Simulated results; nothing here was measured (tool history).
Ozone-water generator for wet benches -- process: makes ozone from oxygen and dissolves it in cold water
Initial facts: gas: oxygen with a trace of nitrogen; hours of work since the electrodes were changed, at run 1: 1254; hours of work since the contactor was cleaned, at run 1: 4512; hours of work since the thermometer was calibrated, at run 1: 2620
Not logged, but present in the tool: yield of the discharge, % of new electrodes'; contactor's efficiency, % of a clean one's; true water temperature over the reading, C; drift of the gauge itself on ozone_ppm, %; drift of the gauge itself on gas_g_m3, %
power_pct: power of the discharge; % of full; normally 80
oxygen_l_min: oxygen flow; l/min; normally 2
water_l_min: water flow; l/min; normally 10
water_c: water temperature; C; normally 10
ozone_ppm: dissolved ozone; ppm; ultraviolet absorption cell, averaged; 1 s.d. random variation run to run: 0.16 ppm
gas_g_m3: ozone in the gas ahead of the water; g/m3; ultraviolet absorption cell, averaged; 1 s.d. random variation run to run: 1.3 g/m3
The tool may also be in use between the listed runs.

run    hour  power_pct  oxygen_l_min  water_l_min  water_c  hours of work since the electrodes were changed  hours of work since the contactor was cleaned  hours of work since the thermometer was calibrated  ozone_ppm  gas_g_m3
  1       0         80             2           10       10                                             1254                                           4512                                                2620       18.8       233
  2   139.7         80             2           10       10                                             1347                                           4605                                                2713       18.8     233.8
  3   255.2         80             2           10       10                                             1424                                           4682                                                2790       18.6     232.7
  4     336         80             2           10       10                                             1478                                           4736                                                2844       18.4     229.3
  5   507.7         80             2           10       10                                             1592                                           4851                                                2958       18.6     229.3
  6   642.6         80          2.95           10       10                                             1682                                           4941                                                3048       18.9     184.8
  7   805.6         80          2.95           10       10                                             1791                                           5049                                                3157       18.6     183.8
  8   980.2         80             2           10       10                                             1907                                           5165                                                3273       18.2     229.9
  9  1095.9         80             2           10       10                                             1984                                           5243                                                3350       18.2     231.2
 10  1267.6         40             2           12       10                                             2099                                           5357                                                3464       11.1     162.7
 11  1447.3         80          2.17           10       13                                             2218                                           5477                                                3584       17.8     216.9
 12  1609.8         80           1.4           10       10                                             2327                                           5585                                                3692       17.2     280.1
 13  1697.5         88          2.13            9       10                                             2385                                           5643                                                3751       21.1     230.6
 14  1781.2         80           1.6           10       10                                             2441                                           5699                                                3807       17.3     257.8
 15  1967.4         53           1.6           10       10                                             2565                                           5823                                                3931       14.5     215.9
 16  2105.6         53           1.6           10       10                                             2657                                           5915                                                4023       14.3     210.4
 17  2242.3         53           1.6           10       11                                             2748                                           6006                                                4114         14     211.5

Some steps in ozone_ppm, run to run, broken into two amounts with sign: the step expected even without the hidden condition (settings, incoming material, random variation), and the rest, left for the hidden condition together with whatever gauge scatter is not in both the measured and the hidden-condition-free result:
Run 9 -> 10: power_pct 80 -> 40, water_l_min 10 -> 12. ozone_ppm -7.1 ppm: hidden state +0.9, all else -8.
Run 10 -> 11: power_pct 40 -> 80, oxygen_l_min 2 -> 2.17, water_l_min 12 -> 10, water_c 10 -> 13. ozone_ppm +6.7 ppm: hidden state -1, all else +7.7.
